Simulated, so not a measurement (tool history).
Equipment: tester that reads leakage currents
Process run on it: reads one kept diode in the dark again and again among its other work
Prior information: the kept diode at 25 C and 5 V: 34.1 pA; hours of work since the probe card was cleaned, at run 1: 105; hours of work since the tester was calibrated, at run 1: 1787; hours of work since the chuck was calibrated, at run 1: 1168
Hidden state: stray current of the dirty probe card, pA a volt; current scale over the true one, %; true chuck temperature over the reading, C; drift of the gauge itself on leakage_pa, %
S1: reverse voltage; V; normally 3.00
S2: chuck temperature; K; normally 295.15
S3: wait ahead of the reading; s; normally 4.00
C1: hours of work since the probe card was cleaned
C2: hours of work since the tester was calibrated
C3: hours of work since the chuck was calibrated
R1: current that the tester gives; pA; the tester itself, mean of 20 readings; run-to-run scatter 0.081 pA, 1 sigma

run    hour     S1      S2    S3   C1    C2    C3      R1
  1     0.0   3.00  295.15  4.00  105  1787  1168   23.11
  2    80.5   3.00  295.15  4.00  158  1839  1221   23.20
  3   150.3   3.00  295.15  4.00  203  1885  1267   23.39
  4   214.8   3.00  295.15  4.00  246  1927  1309   23.25
  5   297.5   3.00  295.15  4.00  300  1981  1363   23.44
  6   405.3   3.00  295.15  4.00  370  2052  1434   23.67
  7   467.8   3.00  295.15  4.00  411  2093  1475   23.86
  8   570.3   5.40  295.15  3.17  478  2160  1542   31.39
  9   641.9   3.30  295.15  4.00  525  2207  1588   25.19
 10   708.7   1.23  322.15  7.64  569  2250  1632  122.19
      808.5  -- chuck's temperature calibrated
 11   834.9   3.82  329.15  5.16  650  2332    17  301.20
 12   959.5  17.32  301.15  4.00  732  2413    99   80.07
 13  1052.0  11.38  295.15  4.00  792  2474   159   41.54
 14  1134.4   1.58  301.15  7.77  846  2528   213   26.56

How the hidden state differs across the entries between the runs, from the last listed run before each to the first after it:
Run 10 -> run 11: chuck's temperature calibrated (hour 808.5)
  stray current of the dirty probe card, pA a volt: 0.147 -> 0.165; current scale over the true one, %: -0.85 -> -0.88; true chuck temperature over the reading, C: 1.49 -> 0.08
  measured less the result without the state, R1: +11.26 -> -0.57 pA
